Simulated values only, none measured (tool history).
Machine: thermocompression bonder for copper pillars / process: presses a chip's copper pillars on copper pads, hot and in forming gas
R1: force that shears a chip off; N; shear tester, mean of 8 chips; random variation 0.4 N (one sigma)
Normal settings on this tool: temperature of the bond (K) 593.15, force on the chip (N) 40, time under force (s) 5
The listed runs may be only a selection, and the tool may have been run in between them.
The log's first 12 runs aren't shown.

Run 13, day 25.388: usual settings but force on the chip (N) 25. Result: R1 30 N.
Run 14, day 26.738: usual settings but force on the chip (N) 32. Result: R1 37.6 N.
Run 15, day 29.892: usual settings but force on the chip (N) 32. Result: R1 37.9 N.
Run 16, day 32.762: usual settings but force on the chip (N) 32. Result: R1 37.7 N.
Run 17, day 36.088: usual settings. Result: R1 45.9 N.
Run 18, day 39.033: usual settings. Result: R1 47.3 N.
At day 39.296: force cell calibrated.
Run 19, day 40.575: usual settings. Result: R1 44.8 N.
Run 20, day 42.292: usual settings but temperature of the bond (K) 591.15, force on the chip (N) 34, time under force (s) 13. Result: R1 52.4 N.
Run 21, day 44.1: usual settings but temperature of the bond (K) 623.15, time under force (s) 7. Result: R1 69.4 N.
Run 22, day 46.708: usual settings but temperature of the bond (K) 598.15, time under force (s) 11. Result: R1 61.6 N.
Run 23, day 49.846: usual settings but force on the chip (N) 50, time under force (s) 4. Result: R1 50.5 N.
At day 51.142: forming gas filter changed.
Run 24, day 51.329: usual settings but temperature of the bond (K) 588.15, force on the chip (N) 28, time under force (s) 4. Result: R1 27.4 N.

What does the tool deliver on the next run?
Run 25, day 54.217: usual settings but force on the chip (N) 28, time under force (s) 8. Result: R1 ?.

R1: 38.8 N
Without the tool's hidden state the same run would have given R1 39.9 N.
